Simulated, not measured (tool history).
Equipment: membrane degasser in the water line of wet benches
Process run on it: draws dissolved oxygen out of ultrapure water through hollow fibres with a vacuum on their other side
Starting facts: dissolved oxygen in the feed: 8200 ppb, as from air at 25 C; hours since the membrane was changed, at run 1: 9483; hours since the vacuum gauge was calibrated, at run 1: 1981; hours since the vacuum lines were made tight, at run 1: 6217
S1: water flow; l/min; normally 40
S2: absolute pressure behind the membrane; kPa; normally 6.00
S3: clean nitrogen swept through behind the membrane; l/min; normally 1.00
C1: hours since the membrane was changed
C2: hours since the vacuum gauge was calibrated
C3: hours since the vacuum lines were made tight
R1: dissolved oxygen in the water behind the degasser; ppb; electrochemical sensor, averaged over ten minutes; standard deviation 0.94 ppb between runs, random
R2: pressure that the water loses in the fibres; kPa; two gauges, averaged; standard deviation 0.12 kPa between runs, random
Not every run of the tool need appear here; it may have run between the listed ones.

run 1 hour=0.0 | S1=40 S2=6.00 S3=1.00 | C1=9483 C2=1981 C3=6217 | R1=238.9 R2=47.03
run 2 hour=272.3 | S1=40 S2=6.00 S3=1.00 | C1=9755 C2=2253 C3=6489 | R1=243.2 R2=47.03
run 3 hour=458.3 | S1=40 S2=6.00 S3=1.00 | C1=9941 C2=2439 C3=6675 | R1=242.5 R2=47.27
run 4 hour=619.7 | S1=40 S2=6.00 S3=1.00 | C1=10102 C2=2600 C3=6836 | R1=242.0 R2=47.10
run 5 hour=825.1 | S1=40 S2=6.00 S3=1.00 | C1=10308 C2=2806 C3=7042 | R1=241.6 R2=47.24
run 6 hour=981.5 | S1=43 S2=6.00 S3=1.00 | C1=10464 C2=2962 C3=7198 | R1=263.7 R2=50.77
run 7 hour=1190.8 | S1=43 S2=6.00 S3=1.00 | C1=10673 C2=3172 C3=7408 | R1=263.5 R2=50.92
run 8 hour=1395.7 | S1=44 S2=4.25 S3=0.66 | C1=10878 C2=3376 C3=7612 | R1=162.3 R2=51.91
run 9 hour=1577.3 | S1=44 S2=4.25 S3=0.66 | C1=11060 C2=3558 C3=7794 | R1=161.7 R2=51.76
run 10 hour=1780.3 | S1=44 S2=4.25 S3=0.66 | C1=11263 C2=3761 C3=7997 | R1=163.8 R2=52.14
run 11 hour=1913.6 | S1=49 S2=13.85 S3=2.09 | C1=11396 C2=3894 C3=8130 | R1=557.3 R2=57.94
run 12 hour=2041.4 | S1=29 S2=8.40 S3=1.04 | C1=11524 C2=4022 C3=8258 | R1=312.1 R2=34.21
run 13 hour=2290.9 | S1=40 S2=4.61 S3=0.60 | C1=11774 C2=4272 C3=8508 | R1=198.5 R2=47.47
run 14 hour=2501.3 | S1=27 S2=4.92 S3=2.16 | C1=11984 C2=4482 C3=8718 | R1=57.6 R2=32.10

Here are 4 independent what-if runs from the current tool condition. What would each one return?
run A hour=2745.1 | S1=56 S2=9.58 S3=1.00 | C1=12228 C2=4726 C3=8962 | R1=? R2=?
run B hour=2745.1 | S1=26 S2=4.40 S3=2.16 | C1=12228 C2=4726 C3=8962 | R1=? R2=?
run C hour=2745.1 | S1=56 S2=5.79 S3=2.85 | C1=12228 C2=4726 C3=8962 | R1=? R2=?
run D hour=2745.1 | S1=27 S2=4.92 S3=1.76 | C1=12228 C2=4726 C3=8962 | R1=? R2=?

run=A R1=701.5 R2=66.43
run=B R1=41.0 R2=30.89
run=C R1=182.2 R2=66.50
run=D R1=69.2 R2=32.12
What these runs would have given with no unlogged condition in the tool:
run=A R1=672.8 R2=63.82
run=B R1=34.2 R2=29.67
run=C R1=161.6 R2=63.87
run=D R1=60.7 R2=30.86
